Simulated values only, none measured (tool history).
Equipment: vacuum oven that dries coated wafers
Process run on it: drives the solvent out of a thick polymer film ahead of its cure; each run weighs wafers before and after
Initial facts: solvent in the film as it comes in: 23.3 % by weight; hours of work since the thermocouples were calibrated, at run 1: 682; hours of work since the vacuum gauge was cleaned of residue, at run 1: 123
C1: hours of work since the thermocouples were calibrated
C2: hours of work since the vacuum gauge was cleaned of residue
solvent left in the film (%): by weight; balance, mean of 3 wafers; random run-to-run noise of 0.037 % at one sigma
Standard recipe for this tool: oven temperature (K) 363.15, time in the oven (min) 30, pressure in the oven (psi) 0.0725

{"run": 1, "day": 0.0, "oven temperature (K)": 363.15, "time in the oven (min)": 30, "pressure in the oven (psi)": 0.0725, "C1": 682, "C2": 123, "solvent left in the film (%)": 0.82}
{"run": 2, "day": 3.621, "oven temperature (K)": 359.15, "time in the oven (min)": 30, "pressure in the oven (psi)": 0.0725, "C1": 747, "C2": 188, "solvent left in the film (%)": 1.78}
{"run": 3, "day": 5.779, "oven temperature (K)": 359.15, "time in the oven (min)": 30, "pressure in the oven (psi)": 0.0725, "C1": 786, "C2": 227, "solvent left in the film (%)": 1.77}
{"run": 4, "day": 7.496, "oven temperature (K)": 359.15, "time in the oven (min)": 30, "pressure in the oven (psi)": 0.0725, "C1": 817, "C2": 258, "solvent left in the film (%)": 1.73}
{"run": 5, "day": 10.846, "oven temperature (K)": 359.15, "time in the oven (min)": 30, "pressure in the oven (psi)": 0.0725, "C1": 877, "C2": 318, "solvent left in the film (%)": 1.73}
{"day": 12.246, "done": "oven's thermocouples calibrated"}
{"run": 6, "day": 13.671, "oven temperature (K)": 363.15, "time in the oven (min)": 30, "pressure in the oven (psi)": 0.0725, "C1": 26, "C2": 368, "solvent left in the film (%)": 1.15}
{"run": 7, "day": 16.312, "oven temperature (K)": 363.15, "time in the oven (min)": 30, "pressure in the oven (psi)": 0.1806, "C1": 73, "C2": 415, "solvent left in the film (%)": 1.45}
{"run": 8, "day": 19.883, "oven temperature (K)": 363.15, "time in the oven (min)": 30, "pressure in the oven (psi)": 0.1806, "C1": 138, "C2": 480, "solvent left in the film (%)": 1.44}
{"run": 9, "day": 24.088, "oven temperature (K)": 363.15, "time in the oven (min)": 30, "pressure in the oven (psi)": 0.1063, "C1": 213, "C2": 555, "solvent left in the film (%)": 1.19}
{"run": 10, "day": 26.783, "oven temperature (K)": 363.15, "time in the oven (min)": 30, "pressure in the oven (psi)": 0.1063, "C1": 262, "C2": 604, "solvent left in the film (%)": 1.23}
{"run": 11, "day": 30.979, "oven temperature (K)": 363.15, "time in the oven (min)": 30, "pressure in the oven (psi)": 0.1063, "C1": 338, "C2": 680, "solvent left in the film (%)": 1.15}
{"run": 12, "day": 33.767, "oven temperature (K)": 363.15, "time in the oven (min)": 30, "pressure in the oven (psi)": 0.0989, "C1": 388, "C2": 730, "solvent left in the film (%)": 1.13}
{"run": 13, "day": 37.604, "oven temperature (K)": 363.15, "time in the oven (min)": 30, "pressure in the oven (psi)": 0.0989, "C1": 457, "C2": 799, "solvent left in the film (%)": 1.17}
{"run": 14, "day": 40.708, "oven temperature (K)": 363.15, "time in the oven (min)": 30, "pressure in the oven (psi)": 0.0989, "C1": 513, "C2": 855, "solvent left in the film (%)": 1.14}
{"run": 15, "day": 43.862, "oven temperature (K)": 363.15, "time in the oven (min)": 30, "pressure in the oven (psi)": 0.0989, "C1": 570, "C2": 912, "solvent left in the film (%)": 1.12}
{"run": 16, "day": 46.838, "oven temperature (K)": 363.15, "time in the oven (min)": 30, "pressure in the oven (psi)": 0.0989, "C1": 623, "C2": 965, "solvent left in the film (%)": 1.14}
{"run": 17, "day": 49.992, "oven temperature (K)": 363.15, "time in the oven (min)": 30, "pressure in the oven (psi)": 0.0989, "C1": 680, "C2": 1022, "solvent left in the film (%)": 1.09}
{"run": 18, "day": 53.758, "oven temperature (K)": 363.15, "time in the oven (min)": 30, "pressure in the oven (psi)": 0.0989, "C1": 748, "C2": 1090, "solvent left in the film (%)": 1.11}
{"run": 19, "day": 56.5, "oven temperature (K)": 363.15, "time in the oven (min)": 30, "pressure in the oven (psi)": 0.0725, "C1": 798, "C2": 1140, "solvent left in the film (%)": 1}
{"run": 20, "day": 59.75, "oven temperature (K)": 363.15, "time in the oven (min)": 30, "pressure in the oven (psi)": 0.0725, "C1": 856, "C2": 1198, "solvent left in the film (%)": 0.97}
{"day": 62.3, "done": "oven's thermocouples calibrated"}
{"run": 21, "day": 62.554, "oven temperature (K)": 363.15, "time in the oven (min)": 31, "pressure in the oven (psi)": 0.0725, "C1": 5, "C2": 1247, "solvent left in the film (%)": 0.99}
{"run": 22, "day": 64.721, "oven temperature (K)": 363.15, "time in the oven (min)": 31, "pressure in the oven (psi)": 0.0725, "C1": 44, "C2": 1286, "solvent left in the film (%)": 1.03}
{"run": 23, "day": 68.354, "oven temperature (K)": 363.15, "time in the oven (min)": 30, "pressure in the oven (psi)": 0.0725, "C1": 109, "C2": 1352, "solvent left in the film (%)": 1.12}
{"run": 24, "day": 70.475, "oven temperature (K)": 363.15, "time in the oven (min)": 30, "pressure in the oven (psi)": 0.0725, "C1": 147, "C2": 1390, "solvent left in the film (%)": 1.08}
{"run": 25, "day": 74.55, "oven temperature (K)": 363.15, "time in the oven (min)": 22, "pressure in the oven (psi)": 0.0725, "C1": 221, "C2": 1463, "solvent left in the film (%)": 2}
{"run": 26, "day": 76.579, "oven temperature (K)": 357.15, "time in the oven (min)": 30, "pressure in the oven (psi)": 0.0725, "C1": 257, "C2": 1500, "solvent left in the film (%)": 2.85}
{"run": 27, "day": 80.242, "oven temperature (K)": 357.15, "time in the oven (min)": 17, "pressure in the oven (psi)": 0.2232, "C1": 323, "C2": 1566, "solvent left in the film (%)": 6.69}
{"run": 28, "day": 83.104, "oven temperature (K)": 378.15, "time in the oven (min)": 52, "pressure in the oven (psi)": 0.0371, "C1": 375, "C2": 1618, "solvent left in the film (%)": 0.2}
{"run": 29, "day": 87.225, "oven temperature (K)": 377.15, "time in the oven (min)": 46, "pressure in the oven (psi)": 0.0725, "C1": 449, "C2": 1692, "solvent left in the film (%)": 0.27}
{"run": 30, "day": 91.288, "oven temperature (K)": 377.15, "time in the oven (min)": 46, "pressure in the oven (psi)": 0.105, "C1": 522, "C2": 1765, "solvent left in the film (%)": 0.32}
{"run": 31, "day": 94.067, "oven temperature (K)": 377.15, "time in the oven (min)": 46, "pressure in the oven (psi)": 0.105, "C1": 573, "C2": 1815, "solvent left in the film (%)": 0.28}
{"run": 32, "day": 97.567, "oven temperature (K)": 363.15, "time in the oven (min)": 30, "pressure in the oven (psi)": 0.0421, "C1": 636, "C2": 1878, "solvent left in the film (%)": 0.96}
{"run": 33, "day": 101.667, "oven temperature (K)": 363.15, "time in the oven (min)": 30, "pressure in the oven (psi)": 0.0421, "C1": 710, "C2": 1952, "solvent left in the film (%)": 0.95}
{"run": 34, "day": 104.6, "oven temperature (K)": 358.15, "time in the oven (min)": 30, "pressure in the oven (psi)": 0.1851, "C1": 762, "C2": 2005, "solvent left in the film (%)": 2.58}
{"run": 35, "day": 108.467, "oven temperature (K)": 352.15, "time in the oven (min)": 34, "pressure in the oven (psi)": 0.2279, "C1": 832, "C2": 2075, "solvent left in the film (%)": 4.73}
{"run": 36, "day": 111.812, "oven temperature (K)": 352.15, "time in the oven (min)": 41, "pressure in the oven (psi)": 0.088, "C1": 892, "C2": 2135, "solvent left in the film (%)": 3.12}
{"day": 112.183, "done": "oven's thermocouples calibrated"}
{"run": 37, "day": 114.708, "oven temperature (K)": 375.15, "time in the oven (min)": 41, "pressure in the oven (psi)": 0.088, "C1": 45, "C2": 2186, "solvent left in the film (%)": 0.3}
{"run": 38, "day": 117.762, "oven temperature (K)": 375.15, "time in the oven (min)": 41, "pressure in the oven (psi)": 0.088, "C1": 101, "C2": 2241, "solvent left in the film (%)": 0.33}
{"run": 39, "day": 121.862, "oven temperature (K)": 349.15, "time in the oven (min)": 32, "pressure in the oven (psi)": 0.1404, "C1": 174, "C2": 2315, "solvent left in the film (%)": 7.04}
{"run": 40, "day": 124.542, "oven temperature (K)": 363.15, "time in the oven (min)": 46, "pressure in the oven (psi)": 0.183, "C1": 223, "C2": 2363, "solvent left in the film (%)": 1.02}
{"run": 41, "day": 126.858, "oven temperature (K)": 368.15, "time in the oven (min)": 18, "pressure in the oven (psi)": 0.1533, "C1": 265, "C2": 2405, "solvent left in the film (%)": 1.82}
{"run": 42, "day": 130.4, "oven temperature (K)": 363.15, "time in the oven (min)": 17, "pressure in the oven (psi)": 0.075, "C1": 328, "C2": 2469, "solvent left in the film (%)": 3.39}
{"run": 43, "day": 132.771, "oven temperature (K)": 369.15, "time in the oven (min)": 17, "pressure in the oven (psi)": 0.075, "C1": 371, "C2": 2511, "solvent left in the film (%)": 1.53}
{"day": 135.754, "done": "vacuum gauge cleaned of residue and calibrated"}
{"run": 44, "day": 136.3, "oven temperature (K)": 349.15, "time in the oven (min)": 28, "pressure in the oven (psi)": 0.0405, "C1": 434, "C2": 10, "solvent left in the film (%)": 6.99}
{"run": 45, "day": 139.771, "oven temperature (K)": 356.15, "time in the oven (min)": 31, "pressure in the oven (psi)": 0.0453, "C1": 496, "C2": 72, "solvent left in the film (%)": 2.72}
{"run": 46, "day": 142.117, "oven temperature (K)": 356.15, "time in the oven (min)": 31, "pressure in the oven (psi)": 0.0453, "C1": 538, "C2": 115, "solvent left in the film (%)": 2.76}
{"run": 47, "day": 144.238, "oven temperature (K)": 378.15, "time in the oven (min)": 30, "pressure in the oven (psi)": 0.1385, "C1": 577, "C2": 153, "solvent left in the film (%)": 0.28}

Predict each of these 4 candidate next runs independently; none follows another, all start after run 47:
{"run": "A", "day": 148.375, "oven temperature (K)": 363.15, "time in the oven (min)": 41, "pressure in the oven (psi)": 0.0725, "C1": 651, "C2": 227, "solvent left in the film (%)": "?"}
{"run": "B", "day": 148.375, "oven temperature (K)": 363.15, "time in the oven (min)": 30, "pressure in the oven (psi)": 0.1398, "C1": 651, "C2": 227, "solvent left in the film (%)": "?"}
{"run": "C", "day": 148.375, "oven temperature (K)": 362.15, "time in the oven (min)": 30, "pressure in the oven (psi)": 0.1385, "C1": 651, "C2": 227, "solvent left in the film (%)": "?"}
{"run": "D", "day": 148.375, "oven temperature (K)": 360.15, "time in the oven (min)": 47, "pressure in the oven (psi)": 0.0377, "C1": 651, "C2": 227, "solvent left in the film (%)": "?"}

run=A solvent_left_in_the_film_(%)=0.49
run=B solvent_left_in_the_film_(%)=1.2
run=C solvent_left_in_the_film_(%)=1.33
run=D solvent_left_in_the_film_(%)=0.42
What these runs would have given with no unlogged condition in the tool:
run=A solvent_left_in_the_film_(%)=0.55
run=B solvent_left_in_the_film_(%)=1.37
run=C solvent_left_in_the_film_(%)=1.53
run=D solvent_left_in_the_film_(%)=0.5
